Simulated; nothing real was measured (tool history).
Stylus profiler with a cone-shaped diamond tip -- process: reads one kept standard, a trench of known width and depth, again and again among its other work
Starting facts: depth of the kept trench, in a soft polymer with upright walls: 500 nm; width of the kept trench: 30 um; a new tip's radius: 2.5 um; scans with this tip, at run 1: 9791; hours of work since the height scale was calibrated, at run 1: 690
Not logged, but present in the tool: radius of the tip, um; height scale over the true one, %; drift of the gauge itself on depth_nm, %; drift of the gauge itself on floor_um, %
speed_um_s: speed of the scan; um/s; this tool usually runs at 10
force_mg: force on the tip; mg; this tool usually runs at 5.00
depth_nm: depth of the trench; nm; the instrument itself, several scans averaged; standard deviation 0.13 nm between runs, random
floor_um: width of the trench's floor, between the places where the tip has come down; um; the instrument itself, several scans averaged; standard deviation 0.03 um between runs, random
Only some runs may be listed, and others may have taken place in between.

run,hour,speed_um_s,force_mg,scans with this tip,hours of work since the height scale was calibrated,depth_nm,floor_um
1,0.0,10,5.00,9791,690,506.93,26.44
2,101.6,10,5.00,10708,755,507.05,26.36
3,163.1,10,5.00,11262,794,507.14,26.43
4,237.2,10,5.00,11931,841,507.15,26.27
5,292.2,10,5.00,12427,876,507.08,26.30
6,392.6,10,5.00,13333,940,507.49,26.19
7,446.0,12,5.00,13815,974,507.52,26.19
8,513.1,12,5.00,14420,1017,507.53,26.14
9,567.4,12,5.00,14910,1051,507.51,26.12
10,616.9,2,5.00,15357,1083,507.57,26.13
11,708.2,2,5.58,16180,1141,508.21,26.01
12,775.5,2,5.58,16788,1184,508.04,25.95
13,866.3,2,5.58,17607,1241,508.49,25.97
14,919.4,14,5.00,18086,1275,508.15,25.92
15,997.0,14,5.00,18786,1324,508.32,25.91
16,1062.8,3,3.26,19379,1366,507.09,25.91
# hour 1080.8: height scale calibrated on a step standard
17,1111.7,3,2.29,19817,20,503.21,25.89
18,1180.0,25,2.78,20433,63,503.56,25.81
19,1269.9,22,5.00,21244,120,505.44,25.76
20,1342.9,3,1.79,21902,167,503.16,25.75
21,1414.6,3,1.79,22550,212,502.85,25.70
22,1464.4,3,1.79,22998,244,503.28,25.65
23,1573.7,10,1.71,23985,313,503.47,25.64
24,1677.2,9,2.39,24918,379,503.98,25.56
# hour 1711.6: new tip fitted, height scale calibrated
25,1770.6,9,7.19,532,38,507.08,26.96
26,1877.5,9,7.19,1496,105,507.21,26.93
27,1970.5,2,4.13,2336,165,505.30,26.82
28,2056.5,2,4.13,3112,219,505.27,26.78
29,2156.6,23,5.00,4015,283,505.99,26.73

Forecast each of these 3 alternatives for the next run:
A,2226.6,4,3.15,4647,328,?,?
B,2226.6,15,2.25,4647,328,?,?
C,2226.6,10,4.67,4647,328,?,?

run,depth_nm,floor_um
A,504.70,26.71
B,504.00,26.73
C,506.13,26.69
Stripped of hidden state, with their random variation kept, the same runs would have yielded:
run,depth_nm,floor_um
A,503.65,27.00
B,502.96,27.02
C,505.08,26.97
